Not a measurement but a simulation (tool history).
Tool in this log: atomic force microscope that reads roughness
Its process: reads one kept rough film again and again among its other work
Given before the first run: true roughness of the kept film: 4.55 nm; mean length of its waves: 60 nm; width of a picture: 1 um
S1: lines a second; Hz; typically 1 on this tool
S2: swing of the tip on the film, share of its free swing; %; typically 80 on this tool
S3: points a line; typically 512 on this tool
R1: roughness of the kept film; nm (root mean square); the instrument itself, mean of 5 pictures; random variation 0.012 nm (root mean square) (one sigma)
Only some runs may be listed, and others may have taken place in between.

Run 1, hour 0: usual settings. Result: R1 3.996 nm (root mean square).
Run 2, hour 23.8: usual settings. Result: R1 3.935 nm (root mean square).
Run 3, hour 50.8: usual settings. Result: R1 3.878 nm (root mean square).
At hour 81.7: new tip fitted.
Run 4, hour 90.3: usual settings. Result: R1 3.98 nm (root mean square).
Run 5, hour 130.3: usual settings. Result: R1 3.899 nm (root mean square).
At hour 162.6: new tip fitted.
Run 6, hour 168.5: usual settings but S1 1.13 Hz. Result: R1 3.938 nm (root mean square).
Run 7, hour 214.9: usual settings but S1 1.13 Hz. Result: R1 3.839 nm (root mean square).
At hour 243.3: new tip fitted.
Run 8, hour 243.3: usual settings but S1 1.13 Hz. Result: R1 3.972 nm (root mean square).
Run 9, hour 285.5: usual settings but S1 1.13 Hz. Result: R1 3.877 nm (root mean square).
Run 10, hour 309.1: usual settings. Result: R1 3.849 nm (root mean square).
At hour 327.2: new tip fitted.
Run 11, hour 353.1: usual settings. Result: R1 3.95 nm (root mean square).
Run 12, hour 378.8: usual settings but S3 355. Result: R1 3.868 nm (root mean square).
At hour 407.8: new tip fitted.
Run 13, hour 411.8: usual settings but S1 1.56 Hz. Result: R1 3.794 nm (root mean square).
Run 14, hour 432.2: usual settings but S1 0.76 Hz. Result: R1 4.052 nm (root mean square).
Run 15, hour 457.4: usual settings but S1 0.76 Hz, S3 430. Result: R1 4.003 nm (root mean square).
At hour 491.4: new tip fitted.
Run 16, hour 499.8: usual settings but S3 934. Result: R1 4.008 nm (root mean square).
At hour 526.1: height scale calibrated on a step standard.
Run 17, hour 526.1: usual settings. Result: R1 3.895 nm (root mean square).
Run 18, hour 546.5: usual settings but S2 82 %. Result: R1 3.812 nm (root mean square).
At hour 574.2: new tip fitted.
Run 19, hour 583.6: usual settings but S2 74 %. Result: R1 4.028 nm (root mean square).
Run 20, hour 622.7: usual settings. Result: R1 3.83 nm (root mean square).
At hour 657.4: new tip fitted.
Run 21, hour 665.8: usual settings but S1 1.65 Hz. Result: R1 3.686 nm (root mean square).
Run 22, hour 696: usual settings but S1 1.65 Hz. Result: R1 3.63 nm (root mean square).
Run 23, hour 725.9: usual settings but S1 1.65 Hz. Result: R1 3.558 nm (root mean square).
At hour 737.9: new tip fitted.
Run 24, hour 761.8: usual settings but S3 607. Result: R1 3.921 nm (root mean square).
Run 25, hour 801.3: usual settings. Result: R1 3.827 nm (root mean square).
At hour 819.5: new tip fitted.
Run 26, hour 837.3: usual settings but S1 3.45 Hz, S2 57 %, S3 529. Result: R1 3.995 nm (root mean square).
Run 27, hour 861.5: usual settings but S3 585. Result: R1 3.883 nm (root mean square).
Run 28, hour 893.3: usual settings but S3 585. Result: R1 3.793 nm (root mean square).
At hour 901.8: new tip fitted.
Run 29, hour 929: usual settings but S2 74 %, S3 648. Result: R1 4.013 nm (root mean square).
Run 30, hour 951: usual settings but S1 0.56 Hz, S2 76 %, S3 665. Result: R1 4.076 nm (root mean square).
Run 31, hour 973.9: usual settings but S2 63 %. Result: R1 4.05 nm (root mean square).
At hour 986: new tip fitted.
Run 32, hour 994.1: usual settings but S1 0.77 Hz, S2 87 %, S3 471. Result: R1 3.912 nm (root mean square).
Run 33, hour 1037.4: usual settings but S1 2.32 Hz, S2 75 %, S3 562. Result: R1 3.56 nm (root mean square).
At hour 1066.7: new tip fitted.
Run 34, hour 1071.2: usual settings but S1 2.54 Hz, S2 75 %, S3 993. Result: R1 3.609 nm (root mean square).
Run 35, hour 1109.6: usual settings but S1 2.72 Hz, S2 89 %, S3 468. Result: R1 2.945 nm (root mean square).
At hour 1147.8: new tip fitted.
Run 36, hour 1147.8: usual settings but S1 1.5 Hz, S2 83 %, S3 468. Result: R1 3.703 nm (root mean square).
Run 37, hour 1169: usual settings but S1 1.5 Hz, S2 83 %, S3 468. Result: R1 3.655 nm (root mean square).
Run 38, hour 1213: usual settings but S1 2.99 Hz, S2 63 %, S3 409. Result: R1 3.78 nm (root mean square).
At hour 1230: new tip fitted.
Run 39, hour 1248: usual settings but S1 2.99 Hz, S2 63 %, S3 865. Result: R1 3.881 nm (root mean square).
Run 40, hour 1271.4: usual settings but S1 2.09 Hz. Result: R1 3.507 nm (root mean square).

Predict the results of run 41:
At hour 1311.5: new tip fitted.
Run 41, hour 1311.5: usual settings but S1 2.09 Hz, S3 435. Result: R1 ?.

For run 41 the tool returned R1 3.584 nm (root mean square).
The same run, on a tool lacking any hidden state, would have yielded R1 3.548 nm (root mean square).
